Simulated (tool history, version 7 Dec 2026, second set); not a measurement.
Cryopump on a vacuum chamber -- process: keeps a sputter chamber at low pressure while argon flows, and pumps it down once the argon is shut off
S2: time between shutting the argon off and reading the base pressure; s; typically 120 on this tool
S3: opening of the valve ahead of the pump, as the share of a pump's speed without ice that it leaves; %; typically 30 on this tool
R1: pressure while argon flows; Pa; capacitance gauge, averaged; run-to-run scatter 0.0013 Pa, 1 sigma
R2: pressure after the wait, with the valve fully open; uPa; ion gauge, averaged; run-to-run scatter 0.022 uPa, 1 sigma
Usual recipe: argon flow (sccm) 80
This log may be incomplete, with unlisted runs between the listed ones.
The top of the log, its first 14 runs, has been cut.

Run 15, hour 407.5: usual settings but S2 44 s. Result: R1 0.3201 Pa, R2 3.65 uPa.
Run 16, hour 433.0: usual settings but S2 44 s. Result: R1 0.3189 Pa, R2 3.70 uPa.
Run 17, hour 466.6: usual settings but argon flow (sccm) 33, S2 44 s. Result: R1 0.1329 Pa, R2 3.63 uPa.
Run 18, hour 490.9: usual settings but argon flow (sccm) 152, S2 104 s, S3 22 %. Result: R1 0.8183 Pa, R2 3.00 uPa.
Run 19, hour 510.5: usual settings but argon flow (sccm) 40, S2 95 s, S3 55 %. Result: R1 0.0927 Pa, R2 3.14 uPa.
Run 20, hour 529.6: usual settings but argon flow (sccm) 35, S2 22 s, S3 22 %. Result: R1 0.1892 Pa, R2 4.89 uPa.
Run 21, hour 547.2: usual settings but argon flow (sccm) 139, S2 162 s, S3 22 %. Result: R1 0.7552 Pa, R2 2.88 uPa.
At hour 567.3: leaking fittings of the chamber tightened, without venting.
Run 22, hour 589.4: usual settings but argon flow (sccm) 139, S2 162 s, S3 22 %. Result: R1 0.7552 Pa, R2 0.63 uPa.
Run 23, hour 608.4: usual settings but argon flow (sccm) 49, S2 63 s, S3 18 %. Result: R1 0.3247 Pa, R2 1.11 uPa.
Run 24, hour 639.9: usual settings but argon flow (sccm) 132, S2 164 s, S3 52 %. Result: R1 0.3303 Pa, R2 0.65 uPa.
Run 25, hour 680.9: usual settings but argon flow (sccm) 132, S2 164 s, S3 52 %. Result: R1 0.3323 Pa, R2 0.69 uPa.
Run 26, hour 697.9: usual settings but argon flow (sccm) 68, S2 55 s, S3 52 %. Result: R1 0.1696 Pa, R2 1.27 uPa.
Run 27, hour 721.6: usual settings but argon flow (sccm) 68, S2 155 s, S3 52 %. Result: R1 0.1727 Pa, R2 0.71 uPa.
Run 28, hour 749.2: usual settings but argon flow (sccm) 60, S2 281 s, S3 19 %. Result: R1 0.3786 Pa, R2 0.56 uPa.
Run 29, hour 781.8: usual settings but argon flow (sccm) 60, S2 281 s, S3 19 %. Result: R1 0.3794 Pa, R2 0.57 uPa.
Run 30, hour 818.7: usual settings but argon flow (sccm) 60, S2 281 s, S3 19 %. Result: R1 0.3827 Pa, R2 0.65 uPa.
Run 31, hour 856.7: usual settings but S2 135 s, S3 31 %. Result: R1 0.3263 Pa, R2 0.85 uPa.
Run 32, hour 880.0: usual settings but S2 135 s, S3 31 %. Result: R1 0.3251 Pa, R2 0.82 uPa.
Run 33, hour 917.9: usual settings but argon flow (sccm) 39, S2 135 s, S3 31 %. Result: R1 0.1595 Pa, R2 0.90 uPa.
Run 34, hour 951.4: usual settings but S2 79 s. Result: R1 0.3416 Pa, R2 1.14 uPa.

Consider 4 possible next runs. They are alternatives, not a sequence: every one starts from the tool as it was left by run 34. What does each give?
At hour 988.7: pump warmed up, emptied and cooled again.
Run A, hour 993.1: usual settings but S2 36 s. Result: R1 ?, R2 ?.
At hour 988.7: pump warmed up, emptied and cooled again.
Run B, hour 993.1: usual settings but S2 30 s, S3 32 %. Result: R1 ?, R2 ?.
At hour 988.7: pump warmed up, emptied and cooled again.
Run C, hour 993.1: usual settings but argon flow (sccm) 90, S2 79 s. Result: R1 ?, R2 ?.
At hour 988.7: pump warmed up, emptied and cooled again.
Run D, hour 993.1: usual settings but argon flow (sccm) 76, S2 69 s, S3 31 %. Result: R1 ?, R2 ?.

run      R1    R2
  A  0.3053  1.78
  B  0.2847  2.06
  C  0.3425  1.06
  D  0.2803  1.16
With the hidden condition removed and each run's random variation left untouched, the same runs would have given:
run      R1    R2
  A  0.3040  1.59
  B  0.2834  1.86
  C  0.3410  0.86
  D  0.2791  0.96
